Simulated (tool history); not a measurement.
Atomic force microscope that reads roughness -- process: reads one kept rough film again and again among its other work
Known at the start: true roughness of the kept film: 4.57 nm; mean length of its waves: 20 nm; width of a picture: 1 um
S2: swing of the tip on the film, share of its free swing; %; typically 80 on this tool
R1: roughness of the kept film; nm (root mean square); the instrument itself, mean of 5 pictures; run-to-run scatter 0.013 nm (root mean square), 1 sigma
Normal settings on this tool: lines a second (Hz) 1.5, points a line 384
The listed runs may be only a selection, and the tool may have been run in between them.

{"run": 1, "day": 0.0, "lines a second (Hz)": 1.5, "S2": 80, "points a line": 384, "R1": 3.149}
{"run": 2, "day": 0.417, "lines a second (Hz)": 1.5, "S2": 80, "points a line": 384, "R1": 3.152}
{"run": 3, "day": 0.854, "lines a second (Hz)": 1.5, "S2": 80, "points a line": 384, "R1": 3.146}
{"run": 4, "day": 1.262, "lines a second (Hz)": 1.5, "S2": 83, "points a line": 384, "R1": 3.113}
{"run": 5, "day": 1.575, "lines a second (Hz)": 1.5, "S2": 80, "points a line": 384, "R1": 3.135}
{"run": 6, "day": 2.021, "lines a second (Hz)": 1.5, "S2": 80, "points a line": 384, "R1": 3.137}
{"run": 7, "day": 2.467, "lines a second (Hz)": 1.5, "S2": 80, "points a line": 384, "R1": 3.126}
{"run": 8, "day": 2.767, "lines a second (Hz)": 1.5, "S2": 80, "points a line": 384, "R1": 3.131}
{"day": 3.183, "done": "new tip fitted"}
{"run": 9, "day": 3.233, "lines a second (Hz)": 1.5, "S2": 80, "points a line": 384, "R1": 3.159}
{"run": 10, "day": 3.438, "lines a second (Hz)": 1.5, "S2": 80, "points a line": 384, "R1": 3.133}
{"run": 11, "day": 3.646, "lines a second (Hz)": 1.5, "S2": 73, "points a line": 384, "R1": 3.246}
{"run": 12, "day": 4.021, "lines a second (Hz)": 2.66, "S2": 73, "points a line": 384, "R1": 3.112}
{"run": 13, "day": 4.25, "lines a second (Hz)": 2.5, "S2": 82, "points a line": 384, "R1": 2.961}
{"run": 14, "day": 4.646, "lines a second (Hz)": 2.5, "S2": 82, "points a line": 384, "R1": 2.95}
{"run": 15, "day": 5.029, "lines a second (Hz)": 2.5, "S2": 82, "points a line": 384, "R1": 2.959}
{"run": 16, "day": 5.35, "lines a second (Hz)": 2.5, "S2": 82, "points a line": 384, "R1": 2.956}
{"run": 17, "day": 5.592, "lines a second (Hz)": 2.5, "S2": 82, "points a line": 384, "R1": 2.954}
{"run": 18, "day": 5.862, "lines a second (Hz)": 1, "S2": 81, "points a line": 384, "R1": 3.219}
{"run": 19, "day": 6.262, "lines a second (Hz)": 1.04, "S2": 81, "points a line": 263, "R1": 3.151}
{"run": 20, "day": 6.65, "lines a second (Hz)": 2.29, "S2": 62, "points a line": 435, "R1": 3.245}
{"run": 21, "day": 6.921, "lines a second (Hz)": 2.49, "S2": 80, "points a line": 975, "R1": 3.016}
{"run": 22, "day": 7.158, "lines a second (Hz)": 2.49, "S2": 80, "points a line": 975, "R1": 3.031}
{"run": 23, "day": 7.421, "lines a second (Hz)": 2.34, "S2": 80, "points a line": 384, "R1": 2.989}
{"run": 24, "day": 7.75, "lines a second (Hz)": 2.34, "S2": 80, "points a line": 384, "R1": 2.998}

Hidden state or all else? Some run-to-run changes of R1, split into what the settings, what came in and random variation would give without the hidden state, and what is left for the hidden state (with any gauge scatter that isn't in both results):
The tool's hidden condition here consists of: radius of the tip, nm; height scale over the true one, %; drift of the gauge itself on roughness_nm, %.
Run 8 -> 9: new tip fitted. R1 +0.028 nm (root mean square): hidden state +0.014, all else +0.014.
Run 12 -> 13: lines a second (Hz) 2.66 -> 2.5, S2 73 -> 82. R1 -0.151 nm (root mean square): hidden state -0.002, all else -0.149.
Run 17 -> 18: lines a second (Hz) 2.5 -> 1, S2 82 -> 81. R1 +0.265 nm (root mean square): hidden state -0.001, all else +0.266.
Run 20 -> 21: lines a second (Hz) 2.29 -> 2.49, S2 62 -> 80, points a line 435 -> 975. R1 -0.229 nm (root mean square): hidden state +0.001, all else -0.23.
